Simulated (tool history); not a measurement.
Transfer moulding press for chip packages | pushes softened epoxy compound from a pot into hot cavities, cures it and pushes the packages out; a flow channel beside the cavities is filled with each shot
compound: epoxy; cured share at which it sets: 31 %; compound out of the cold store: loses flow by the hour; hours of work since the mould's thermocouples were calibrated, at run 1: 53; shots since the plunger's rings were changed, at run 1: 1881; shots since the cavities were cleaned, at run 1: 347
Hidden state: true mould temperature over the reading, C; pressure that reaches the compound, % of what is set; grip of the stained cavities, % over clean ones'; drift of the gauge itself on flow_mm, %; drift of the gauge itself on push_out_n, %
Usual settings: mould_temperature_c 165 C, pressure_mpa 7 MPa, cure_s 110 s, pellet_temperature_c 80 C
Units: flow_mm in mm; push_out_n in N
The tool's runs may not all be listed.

run,day,mould_temperature_c,pressure_mpa,cure_s,pellet_temperature_c,hours of work since the mould's thermocouples were calibrated,shots since the plunger's rings were changed,shots since the cavities were cleaned,incoming compound's hours out of the cold store,flow_mm,push_out_n
1,0,165,7,110,80,53,1881,347,12.2,840,331
2,0.867,165,7,110,74,65,2115,581,44.6,673,311
# day 1.1: cavities cleaned with cleaning compound and waxed
3,1.788,165,7,110,74,78,2347,185,20,797,324
4,3.204,165,7,110,74,99,2730,568,34,726,322
# day 3.567: cavities cleaned with cleaning compound and waxed
5,4.65,161,7,110,80,119,3104,292,29.6,753,383
# day 5.967: cavities cleaned with cleaning compound and waxed
6,6.388,165,7.56,110,80,144,3558,114,25.5,797,318
7,7.592,165,7.56,110,80,162,3883,439,20.7,820,330
# day 8.375: cavities cleaned with cleaning compound and waxed
8,8.738,165,8.4,110,80,178,4176,99,30,812,306
9,9.525,165,8.4,110,80,190,4388,311,45,732,302
10,10.417,172,7,110,80,203,4629,552,20.6,780,277
# day 10.712: cavities cleaned with cleaning compound and waxed
11,12.15,165,7,110,80,227,5081,389,21.2,790,332
# day 13.179: cavities cleaned with cleaning compound and waxed
12,13.879,165,7,110,80,252,5532,189,25,770,323
13,14.629,172,7,110,80,263,5734,391,12.2,831,268
# day 15.15: plunger's sealing rings changed
# day 15.646: cavities cleaned with cleaning compound and waxed
14,15.708,172,7,110,80,277,134,17,42,675,261
15,16.846,172,7,110,80,293,441,324,35.2,710,271
# day 18.033: cavities cleaned with cleaning compound and waxed
16,18.725,167,7,110,80,320,932,187,45.8,665,296
17,19.667,167,7,110,80,334,1186,441,26.9,758,293
# day 20.408: cavities cleaned with cleaning compound and waxed
18,21.333,161,7,110,80,358,1621,251,36.4,713,378
19,22.492,161,7.52,110,87,375,1933,563,10.9,891,409
# day 22.771: cavities cleaned with cleaning compound and waxed
20,23.842,161,7.52,110,87,394,2281,290,29.4,784,384
# day 25.196: cavities cleaned with cleaning compound and waxed
21,25.604,158,7,141,80,419,2741,111,36,728,302
22,27.267,167,7.51,147,80,444,3190,560,11.1,873,260
# day 27.621: cavities cleaned with cleaning compound and waxed
23,28.217,163,7,110,78,457,3430,161,39.2,698,342
24,29.112,163,7,110,78,470,3672,403,32.8,732,348
# day 30.033: cavities cleaned with cleaning compound and waxed
25,30.846,164,6.84,135,72,495,4124,220,32.3,726,283
# day 31.675: mould's thermocouples calibrated
26,31.675,164,6.84,104,72,0,4326,422,13.5,827,368
# day 32.571: cavities cleaned with cleaning compound and waxed
27,33.504,164,6.84,104,72,26,4803,252,22.1,778,366
# day 34.917: cavities cleaned with cleaning compound and waxed
28,35.338,164,6.84,104,72,52,5281,113,45.1,664,353

4 ways to go on from here, each from the tool as it stands after run 28. What would each give?
A,36.633,164,6.12,104,72,71,5632,464,34.9,?,?
B,36.633,165,6.53,111,80,71,5632,464,17.4,?,?
C,36.633,165,5.24,136,72,71,5632,464,34.6,?,?
D,36.633,169,6.84,123,72,71,5632,464,27.8,?,?

run,flow_mm,push_out_n
A,673,365
B,790,301
C,624,276
D,743,262
Without the tool's hidden state the same runs would have given:
run,flow_mm,push_out_n
A,673,362
B,790,299
C,624,274
D,744,260
